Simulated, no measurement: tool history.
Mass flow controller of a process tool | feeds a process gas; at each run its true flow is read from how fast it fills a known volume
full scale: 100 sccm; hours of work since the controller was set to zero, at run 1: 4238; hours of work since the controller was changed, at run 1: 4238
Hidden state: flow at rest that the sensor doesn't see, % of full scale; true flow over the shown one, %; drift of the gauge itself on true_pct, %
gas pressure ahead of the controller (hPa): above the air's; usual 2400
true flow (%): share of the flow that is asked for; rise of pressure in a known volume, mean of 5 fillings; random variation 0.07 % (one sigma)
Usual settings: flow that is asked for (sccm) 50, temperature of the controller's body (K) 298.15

| run | hour | flow that is asked for (sccm) | gas pressure ahead of the controller (hPa) | temperature of the controller's body (K) | hours of work since the controller was set to zero | hours of work since the controller was changed | true flow (%) |
|---|---|---|---|---|---|---|---|
| 1 | 0.0 | 50 | 2400 | 298.15 | 4238 | 4238 | 99.19 |
| 2 | 257.7 | 50 | 2400 | 298.15 | 4400 | 4400 | 99.36 |
| 3 | 556.3 | 50 | 2400 | 298.15 | 4587 | 4587 | 99.45 |
| 4 | 812.5 | 50 | 2400 | 312.15 | 4748 | 4748 | 98.80 |
| 5 | 1278.0 | 50 | 2400 | 298.15 | 5040 | 5040 | 99.53 |
| 6 | 1473.4 | 50 | 2400 | 298.15 | 5163 | 5163 | 99.71 |
| 7 | 1939.4 | 39 | 2400 | 298.15 | 5455 | 5455 | 99.55 |
| 8 | 2215.4 | 50 | 2400 | 298.15 | 5629 | 5629 | 99.77 |
| 9 | 2510.7 | 66 | 2400 | 298.15 | 5814 | 5814 | 100.15 |
| 10 | 2790.5 | 66 | 2400 | 298.15 | 5990 | 5990 | 100.10 |
| 11 | 3250.3 | 50 | 2580 | 298.15 | 6278 | 6278 | 100.03 |
| 12 | 3511.0 | 50 | 2580 | 298.15 | 6442 | 6442 | 100.22 |
| 13 | 3942.0 | 50 | 2580 | 298.15 | 6713 | 6713 | 100.18 |
| 14 | 4413.8 | 20 | 2400 | 298.15 | 7009 | 7009 | 99.60 |
| 15 | 4645.5 | 20 | 2400 | 298.15 | 7154 | 7154 | 99.69 |
|  | 4883.4 | controller exchanged for a calibrated one |
| 16 | 5102.4 | 50 | 2400 | 312.15 | 137 | 137 | 99.76 |
| 17 | 5357.4 | 50 | 1870 | 298.15 | 298 | 298 | 100.04 |
| 18 | 5710.1 | 100 | 1820 | 298.15 | 519 | 519 | 101.02 |

The next listed run, before its measurement:
| 19 | 6041.4 | 100 | 1820 | 298.15 | 727 | 727 | ? |

Run 19 gave true flow (%) 101.09.
Without the tool's hidden state the same run would have given true flow (%) 99.84.

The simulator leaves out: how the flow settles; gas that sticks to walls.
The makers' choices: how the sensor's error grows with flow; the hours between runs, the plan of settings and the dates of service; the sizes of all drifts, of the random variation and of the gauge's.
